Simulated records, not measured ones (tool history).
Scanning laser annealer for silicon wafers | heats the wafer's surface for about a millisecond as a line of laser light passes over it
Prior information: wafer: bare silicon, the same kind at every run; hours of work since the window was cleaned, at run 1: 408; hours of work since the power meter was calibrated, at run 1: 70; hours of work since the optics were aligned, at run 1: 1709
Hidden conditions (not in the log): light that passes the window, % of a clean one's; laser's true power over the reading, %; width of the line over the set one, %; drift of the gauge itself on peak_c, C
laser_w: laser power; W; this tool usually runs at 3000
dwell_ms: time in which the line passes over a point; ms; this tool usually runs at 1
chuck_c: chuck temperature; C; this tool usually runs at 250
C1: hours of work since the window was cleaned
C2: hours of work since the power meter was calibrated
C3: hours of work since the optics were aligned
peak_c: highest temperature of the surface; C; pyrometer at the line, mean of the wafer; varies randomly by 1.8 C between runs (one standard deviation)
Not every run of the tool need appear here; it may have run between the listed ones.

{"run": 1, "hour": 0.0, "laser_w": 3000, "dwell_ms": 1, "chuck_c": 250, "C1": 408, "C2": 70, "C3": 1709, "peak_c": 927}
{"run": 2, "hour": 7.7, "laser_w": 3000, "dwell_ms": 1, "chuck_c": 250, "C1": 413, "C2": 74, "C3": 1714, "peak_c": 923}
{"run": 3, "hour": 12.8, "laser_w": 3000, "dwell_ms": 1, "chuck_c": 250, "C1": 416, "C2": 77, "C3": 1717, "peak_c": 926}
{"run": 4, "hour": 19.0, "laser_w": 3000, "dwell_ms": 1, "chuck_c": 250, "C1": 419, "C2": 81, "C3": 1720, "peak_c": 924}
{"run": 5, "hour": 25.4, "laser_w": 3000, "dwell_ms": 1, "chuck_c": 250, "C1": 423, "C2": 85, "C3": 1724, "peak_c": 927}
{"run": 6, "hour": 29.8, "laser_w": 3000, "dwell_ms": 1, "chuck_c": 250, "C1": 426, "C2": 87, "C3": 1727, "peak_c": 922}
{"run": 7, "hour": 38.5, "laser_w": 3000, "dwell_ms": 1, "chuck_c": 250, "C1": 431, "C2": 92, "C3": 1732, "peak_c": 922}
{"run": 8, "hour": 45.9, "laser_w": 3000, "dwell_ms": 1, "chuck_c": 250, "C1": 435, "C2": 97, "C3": 1736, "peak_c": 923}
{"run": 9, "hour": 53.1, "laser_w": 3000, "dwell_ms": 1, "chuck_c": 250, "C1": 439, "C2": 101, "C3": 1740, "peak_c": 927}
{"run": 10, "hour": 56.9, "laser_w": 3229, "dwell_ms": 1, "chuck_c": 250, "C1": 442, "C2": 103, "C3": 1743, "peak_c": 993}
{"run": 11, "hour": 62.8, "laser_w": 3229, "dwell_ms": 1, "chuck_c": 275, "C1": 445, "C2": 107, "C3": 1746, "peak_c": 1017}
{"run": 12, "hour": 70.5, "laser_w": 3000, "dwell_ms": 1, "chuck_c": 250, "C1": 450, "C2": 111, "C3": 1751, "peak_c": 923}
{"run": 13, "hour": 74.7, "laser_w": 3000, "dwell_ms": 1, "chuck_c": 217, "C1": 452, "C2": 114, "C3": 1753, "peak_c": 890}
{"hour": 80.1, "done": "optics aligned, line set to its width"}
{"run": 14, "hour": 85.0, "laser_w": 2664, "dwell_ms": 0.79, "chuck_c": 250, "C1": 455, "C2": 117, "C3": 3, "peak_c": 759}
{"run": 15, "hour": 89.3, "laser_w": 2664, "dwell_ms": 0.76, "chuck_c": 257, "C1": 458, "C2": 119, "C3": 5, "peak_c": 758}
{"hour": 99.2, "done": "optics aligned, line set to its width, once more"}
{"run": 16, "hour": 101.4, "laser_w": 2958, "dwell_ms": 0.9, "chuck_c": 222, "C1": 462, "C2": 123, "C3": 1, "peak_c": 876}
{"run": 17, "hour": 108.5, "laser_w": 2958, "dwell_ms": 0.9, "chuck_c": 222, "C1": 466, "C2": 128, "C3": 5, "peak_c": 870}
{"run": 18, "hour": 112.5, "laser_w": 3020, "dwell_ms": 1.15, "chuck_c": 250, "C1": 468, "C2": 130, "C3": 8, "peak_c": 995}
{"run": 19, "hour": 116.3, "laser_w": 3020, "dwell_ms": 1.05, "chuck_c": 250, "C1": 471, "C2": 132, "C3": 10, "peak_c": 968}
{"run": 20, "hour": 121.1, "laser_w": 2948, "dwell_ms": 1.02, "chuck_c": 231, "C1": 474, "C2": 135, "C3": 13, "peak_c": 917}
{"run": 21, "hour": 128.0, "laser_w": 3000, "dwell_ms": 0.84, "chuck_c": 283, "C1": 478, "C2": 139, "C3": 17, "peak_c": 930}
{"run": 22, "hour": 132.0, "laser_w": 3089, "dwell_ms": 0.9, "chuck_c": 250, "C1": 480, "C2": 141, "C3": 19, "peak_c": 939}
{"run": 23, "hour": 138.3, "laser_w": 2758, "dwell_ms": 1, "chuck_c": 237, "C1": 484, "C2": 145, "C3": 23, "peak_c": 859}
{"run": 24, "hour": 145.1, "laser_w": 2758, "dwell_ms": 1, "chuck_c": 237, "C1": 488, "C2": 149, "C3": 27, "peak_c": 858}
{"run": 25, "hour": 152.5, "laser_w": 2758, "dwell_ms": 1, "chuck_c": 237, "C1": 492, "C2": 153, "C3": 31, "peak_c": 858}

A few steps of peak_c between consecutive runs. Split each: what settings, incoming material and random variation would produce without the hidden state, and what is left over for the hidden state, along with gauge scatter present in only one of the two compared results (measured, and without hidden state):
Run 9 -> 10: laser_w 3000 -> 3229. peak_c +66 C: hidden state -5, all else +71.
Run 13 -> 14: laser_w 3000 -> 2664, dwell_ms 1 -> 0.79, chuck_c 217 -> 250, optics aligned, line set to its width. peak_c -131 C: hidden state +4, all else -135.
Run 15 -> 16: laser_w 2664 -> 2958, dwell_ms 0.76 -> 0.9, chuck_c 257 -> 222, optics aligned, line set to its width, once more. peak_c +118 C: hidden state +21, all else +97.
Run 17 -> 18: laser_w 2958 -> 3020, dwell_ms 0.9 -> 1.15, chuck_c 222 -> 250. peak_c +125 C: hidden state -5, all else +130.

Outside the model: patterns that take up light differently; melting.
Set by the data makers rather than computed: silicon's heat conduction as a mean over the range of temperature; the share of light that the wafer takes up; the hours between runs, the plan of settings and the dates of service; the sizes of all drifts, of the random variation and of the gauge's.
